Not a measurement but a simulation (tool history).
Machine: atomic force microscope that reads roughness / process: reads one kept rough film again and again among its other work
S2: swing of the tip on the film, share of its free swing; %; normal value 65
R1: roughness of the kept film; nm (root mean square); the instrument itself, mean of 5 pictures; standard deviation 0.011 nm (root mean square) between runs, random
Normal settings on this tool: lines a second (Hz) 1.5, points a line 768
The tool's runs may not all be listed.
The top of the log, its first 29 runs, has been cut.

run 30 day=34.204 | lines_a_second_(Hz)=1.5 S2=67 points_a_line=768 | R1=2.314
run 31 day=35.217 | lines_a_second_(Hz)=1.39 S2=72 points_a_line=332 | R1=2.289
run 32 day=36.092 | lines_a_second_(Hz)=1.51 S2=67 points_a_line=875 | R1=2.305
run 33 day=37.596 | lines_a_second_(Hz)=1.51 S2=58 points_a_line=363 | R1=2.352
-- day=38.192 new tip fitted
run 34 day=39 | lines_a_second_(Hz)=1.51 S2=58 points_a_line=363 | R1=2.554
run 35 day=40.212 | lines_a_second_(Hz)=1.51 S2=58 points_a_line=460 | R1=2.538
run 36 day=41.871 | lines_a_second_(Hz)=1.21 S2=86 points_a_line=393 | R1=2.239
run 37 day=43.112 | lines_a_second_(Hz)=1.21 S2=86 points_a_line=393 | R1=2.229
run 38 day=44.712 | lines_a_second_(Hz)=1.21 S2=86 points_a_line=393 | R1=2.219
run 39 day=45.521 | lines_a_second_(Hz)=1.21 S2=86 points_a_line=393 | R1=2.215
run 40 day=46.767 | lines_a_second_(Hz)=3.14 S2=65 points_a_line=835 | R1=2.229
run 41 day=48.375 | lines_a_second_(Hz)=3.14 S2=86 points_a_line=835 | R1=1.773
run 42 day=49.704 | lines_a_second_(Hz)=3.14 S2=86 points_a_line=835 | R1=1.758
run 43 day=51.058 | lines_a_second_(Hz)=3.14 S2=86 points_a_line=835 | R1=1.77
run 44 day=52.638 | lines_a_second_(Hz)=3.14 S2=86 points_a_line=835 | R1=1.741
run 45 day=53.504 | lines_a_second_(Hz)=3.14 S2=86 points_a_line=835 | R1=1.72
-- day=53.638 new tip fitted
run 46 day=55.167 | lines_a_second_(Hz)=3.59 S2=65 points_a_line=355 | R1=2.284
run 47 day=56.867 | lines_a_second_(Hz)=1.5 S2=65 points_a_line=354 | R1=2.446
run 48 day=58.146 | lines_a_second_(Hz)=1.5 S2=65 points_a_line=1023 | R1=2.434
run 49 day=59.392 | lines_a_second_(Hz)=1.67 S2=59 points_a_line=768 | R1=2.455
run 50 day=60.588 | lines_a_second_(Hz)=1.8 S2=59 points_a_line=366 | R1=2.422
run 51 day=61.721 | lines_a_second_(Hz)=1.8 S2=59 points_a_line=366 | R1=2.421
run 52 day=62.908 | lines_a_second_(Hz)=1.8 S2=59 points_a_line=366 | R1=2.392
run 53 day=63.658 | lines_a_second_(Hz)=1.8 S2=59 points_a_line=366 | R1=2.393
run 54 day=64.754 | lines_a_second_(Hz)=2.6 S2=60 points_a_line=366 | R1=2.31

Each row is a separate what-if for the run after 54, all from the same tool condition, not one after another. Results?
run A day=66.042 | lines_a_second_(Hz)=1.33 S2=60 points_a_line=366 | R1=?
run B day=66.042 | lines_a_second_(Hz)=3.82 S2=72 points_a_line=729 | R1=?
run C day=66.042 | lines_a_second_(Hz)=1.5 S2=84 points_a_line=686 | R1=?

run=A R1=2.366
run=B R1=1.981
run=C R1=2.115
Take away the tool's hidden state, keep each run's random variation, and the runs would have read:
run=A R1=2.569
run=B R1=2.151
run=C R1=2.296

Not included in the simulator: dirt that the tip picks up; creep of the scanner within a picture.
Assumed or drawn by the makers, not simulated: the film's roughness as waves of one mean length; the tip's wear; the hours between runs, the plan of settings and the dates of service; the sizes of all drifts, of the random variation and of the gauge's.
